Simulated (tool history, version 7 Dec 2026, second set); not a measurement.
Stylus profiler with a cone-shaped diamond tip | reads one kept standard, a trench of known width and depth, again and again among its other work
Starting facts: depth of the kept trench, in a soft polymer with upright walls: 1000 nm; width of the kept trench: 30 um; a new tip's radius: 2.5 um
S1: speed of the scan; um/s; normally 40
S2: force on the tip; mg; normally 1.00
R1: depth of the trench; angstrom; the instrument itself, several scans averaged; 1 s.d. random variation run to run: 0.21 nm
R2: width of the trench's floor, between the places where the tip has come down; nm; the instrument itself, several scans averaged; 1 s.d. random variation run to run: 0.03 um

| run | hour | S1 | S2 | R1 | R2 |
|---|---|---|---|---|---|
| 1 | 0.0 | 40 | 1.00 | 10077.4 | 24850 |
| 2 | 8.4 | 40 | 1.00 | 10075.9 | 24910 |
| 3 | 18.5 | 40 | 1.00 | 10075.9 | 24830 |
| 4 | 34.6 | 40 | 1.00 | 10074.7 | 24840 |
| 5 | 45.4 | 40 | 1.00 | 10073.5 | 24820 |
| 6 | 62.4 | 40 | 1.00 | 10074.3 | 24780 |
| 7 | 71.4 | 40 | 1.00 | 10077.4 | 24750 |
| 8 | 79.6 | 40 | 1.00 | 10074.8 | 24750 |
| 9 | 95.6 | 40 | 1.00 | 10073.2 | 24700 |
| 10 | 111.6 | 40 | 1.00 | 10077.5 | 24700 |
| 11 | 119.4 | 40 | 1.00 | 10075.7 | 24650 |
| 12 | 130.4 | 40 | 1.00 | 10079.6 | 24680 |
| 13 | 142.5 | 40 | 1.00 | 10072.2 | 24640 |
| 14 | 152.0 | 40 | 1.00 | 10077.8 | 24680 |
| 15 | 168.7 | 40 | 1.00 | 10074.0 | 24680 |
| 16 | 175.9 | 40 | 1.00 | 10075.4 | 24630 |
| 17 | 190.6 | 106 | 1.00 | 10079.1 | 24110 |
| 18 | 202.7 | 14 | 1.00 | 10078.9 | 24790 |
| 19 | 213.2 | 31 | 1.00 | 10077.7 | 24610 |
| 20 | 224.9 | 31 | 1.00 | 10077.6 | 24690 |
| 21 | 236.5 | 31 | 1.00 | 10077.4 | 24620 |
| 22 | 247.1 | 31 | 1.00 | 10076.8 | 24620 |
| 23 | 263.6 | 31 | 1.00 | 10080.5 | 24550 |
| 24 | 271.3 | 131 | 1.07 | 10083.0 | 23830 |
| 25 | 284.3 | 70 | 1.27 | 10083.8 | 24300 |
| 26 | 297.2 | 70 | 1.27 | 10090.8 | 24340 |
| 27 | 306.9 | 21 | 0.77 | 10069.7 | 24640 |
| 28 | 321.1 | 14 | 1.21 | 10084.9 | 24670 |
| 29 | 329.3 | 141 | 0.61 | 10063.0 | 23350 |
| 30 | 340.6 | 141 | 0.61 | 10057.7 | 23340 |
| 31 | 349.2 | 141 | 0.61 | 10059.8 | 23260 |
| 32 | 358.6 | 141 | 0.61 | 10060.3 | 23340 |
| 33 | 374.3 | 141 | 0.61 | 10062.6 | 23290 |
| 34 | 390.9 | 25 | 0.76 | 10067.8 | 24380 |
| 35 | 406.1 | 28 | 0.39 | 10048.6 | 24330 |
| 36 | 422.9 | 14 | 1.56 | 10103.2 | 24530 |
| 37 | 437.4 | 14 | 1.56 | 10102.1 | 24490 |
| 38 | 452.8 | 60 | 0.35 | 10043.3 | 23860 |
| 39 | 461.1 | 40 | 0.35 | 10046.7 | 24100 |
| 40 | 468.6 | 53 | 1.97 | 10117.8 | 24290 |
| 41 | 475.4 | 129 | 1.67 | 10104.1 | 23840 |
| 42 | 484.4 | 129 | 1.67 | 10105.9 | 23750 |
| 43 | 493.2 | 129 | 1.67 | 10107.1 | 23750 |
| 44 | 503.3 | 18 | 2.28 | 10126.5 | 24480 |
| 45 | 513.5 | 18 | 0.57 | 10062.6 | 24350 |
| 46 | 525.0 | 27 | 0.56 | 10060.4 | 24180 |

Run by run, hidden condition taken away, random variation retained:
Hidden state at play: radius of the tip, um; height scale over the true one, %; drift of the gauge itself on depth_nm, %; drift of the gauge itself on floor_um, %.
| run | R1 | R2 |
|---|---|---|
| 1 | 10067.2 | 25680 |
| 2 | 10065.5 | 25750 |
| 3 | 10065.5 | 25680 |
| 4 | 10064.1 | 25710 |
| 5 | 10062.8 | 25720 |
| 6 | 10063.4 | 25700 |
| 7 | 10066.5 | 25680 |
| 8 | 10063.7 | 25680 |
| 9 | 10062.0 | 25660 |
| 10 | 10066.1 | 25680 |
| 11 | 10064.3 | 25640 |
| 12 | 10068.0 | 25690 |
| 13 | 10060.5 | 25670 |
| 14 | 10066.0 | 25720 |
| 15 | 10062.1 | 25730 |
| 16 | 10063.4 | 25700 |
| 17 | 10066.9 | 25190 |
| 18 | 10066.6 | 25890 |
| 19 | 10065.3 | 25720 |
| 20 | 10065.1 | 25820 |
| 21 | 10064.8 | 25760 |
| 22 | 10064.0 | 25770 |
| 23 | 10067.5 | 25720 |
| 24 | 10070.0 | 25020 |
| 25 | 10070.6 | 25500 |
| 26 | 10077.5 | 25560 |
| 27 | 10056.3 | 25870 |
| 28 | 10071.4 | 25920 |
| 29 | 10049.4 | 24600 |
| 30 | 10044.0 | 24610 |
| 31 | 10046.0 | 24540 |
| 32 | 10046.4 | 24630 |
| 33 | 10048.6 | 24600 |
| 34 | 10053.6 | 25710 |
| 35 | 10034.3 | 25680 |
| 36 | 10088.6 | 25900 |
| 37 | 10087.4 | 25880 |
| 38 | 10028.5 | 25270 |
| 39 | 10031.8 | 25520 |
| 40 | 10102.7 | 25720 |
| 41 | 10088.9 | 25270 |
| 42 | 10090.7 | 25190 |
| 43 | 10091.8 | 25210 |
| 44 | 10111.0 | 25950 |
| 45 | 10047.2 | 25830 |
| 46 | 10044.8 | 25680 |
